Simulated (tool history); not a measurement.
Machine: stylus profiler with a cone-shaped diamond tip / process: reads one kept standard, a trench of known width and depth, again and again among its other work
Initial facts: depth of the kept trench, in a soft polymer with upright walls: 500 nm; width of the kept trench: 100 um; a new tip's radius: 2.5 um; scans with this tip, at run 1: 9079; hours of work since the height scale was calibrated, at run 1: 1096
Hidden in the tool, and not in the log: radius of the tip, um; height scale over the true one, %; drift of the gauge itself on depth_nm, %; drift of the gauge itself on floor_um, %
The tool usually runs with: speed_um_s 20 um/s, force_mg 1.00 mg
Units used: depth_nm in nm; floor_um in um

run   hour  speed_um_s  force_mg  scans with this tip  hours of work since the height scale was calibrated  depth_nm  floor_um
  1    0.0          20      1.00                 9079                                                 1096    504.10     96.83
  2   24.2          20      1.00                 9203                                                 1111    504.33     96.84
  3   62.5          20      1.00                 9398                                                 1135    503.92     96.81
  4  103.5          20      1.00                 9608                                                 1160    503.87     96.87
  5  152.4          20      1.00                 9857                                                 1190    504.16     96.81
  6  184.0          20      0.75                10018                                                 1210    503.29     96.80
  7  233.3          20      1.00                10270                                                 1240    503.88     96.76
  8  280.4          20      1.00                10511                                                 1269    503.90     96.84
  9  303.4          20      0.70                10628                                                 1283    503.17     96.77
 10  343.0          20      1.00                10830                                                 1308    503.92     96.81
 11  373.7          20      1.00                10987                                                 1327    504.19     96.82
 12  402.3          20      1.00                11133                                                 1344    504.07     96.80
 13  428.2          20      1.00                11265                                                 1360    504.04     96.82
 14  458.4          20      1.00                11419                                                 1379    503.97     96.81
 15  496.7          20      2.67                11615                                                 1403    508.10     96.89
 16  522.5          20      2.67                11746                                                 1418    508.04     96.86
 17  543.9          14      0.49                11856                                                 1432    502.74     96.84
 18  564.9          46      0.73                11963                                                 1445    503.18     96.56
 19  589.6          14      0.60                12089                                                 1460    502.86     96.83
 20  611.4           8      0.35                12200                                                 1473    501.92     96.86
 21  649.2          16      1.99                12393                                                 1497    506.22     96.85
 22  684.3          25      1.67                12572                                                 1518    505.91     96.81
 23  732.7          25      1.67                12820                                                 1548    505.60     96.83
     758.2  -- height scale calibrated on a step standard
 24  759.9          18      0.36                12956                                                    1    501.97     96.68
 25  783.1           7      1.25                13074                                                   15    504.75     96.95
 26  810.3          26      1.00                13213                                                   32    504.02     96.77
 27  855.0           7      0.43                13441                                                   60    502.26     96.87

What if the next run were any one of these 5? Each begins from the tool's condition after run 27:
  A  904.1           7      1.49                13692                                                   90         ?         ?
  B  904.1          42      0.56                13692                                                   90         ?         ?
  C  904.1           8      1.22                13692                                                   90         ?         ?
  D  904.1           7      2.10                13692                                                   90         ?         ?
  E  904.1          25      0.43                13692                                                   90         ?         ?

run  depth_nm  floor_um
  A    505.24     96.94
  B    502.88     96.57
  C    504.53     96.94
  D    506.86     96.95
  E    502.37     96.70
With the hidden condition removed and each run's random variation left untouched, the same runs would have given:
run  depth_nm  floor_um
  A    505.24     96.96
  B    502.88     96.59
  C    504.54     96.96
  D    506.86     96.97
  E    502.37     96.72
